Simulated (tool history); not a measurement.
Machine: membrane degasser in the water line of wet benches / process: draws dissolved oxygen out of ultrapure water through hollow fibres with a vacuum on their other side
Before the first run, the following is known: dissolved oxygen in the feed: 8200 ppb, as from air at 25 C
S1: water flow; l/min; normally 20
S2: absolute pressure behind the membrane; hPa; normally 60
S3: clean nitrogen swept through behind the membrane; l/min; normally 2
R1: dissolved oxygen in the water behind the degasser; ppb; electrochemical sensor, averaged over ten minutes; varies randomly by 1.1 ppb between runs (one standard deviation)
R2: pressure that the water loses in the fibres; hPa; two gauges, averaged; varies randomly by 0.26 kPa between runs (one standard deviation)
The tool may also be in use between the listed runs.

run,day,S1,S2,S3,R1,R2
1,0,20,60,2,109.7,700.5
2,1.662,20,60,2.71,93.1,695.9
3,4.942,20,60,2,110.4,693.7
4,8.038,20,60,2,110.4,692.6
5,10.046,20,60,1.4,135.9,696.1
6,11.9,20,60,1.4,133.5,694.6
7,14.196,20,60,2,108.6,696.2
8,15.825,20,60,2,110.2,692.6
9,17.983,20,60,2,112,694.5
10,20.25,20,60,2,109.3,698
11,22.488,20,60,2,110.5,696.2
12,25.038,20,69.7,2,133.2,693.9
# day 25.288: vacuum gauge calibrated
13,27.871,25,52.5,1.48,165.5,868.2
14,30.717,26,75.4,1.19,304.6,908.2
15,32.246,19,54.6,0.89,144.3,666.6

Run 16 is up next; what results do you expect?
16,35.167,19,54.6,0.89,?,?

R1: 146.4 ppb
R2: 657.3 hPa
With the hidden condition absent and the run-to-run variation left alone, this run would have shown R1 140.3 ppb, R2 654.6 hPa.
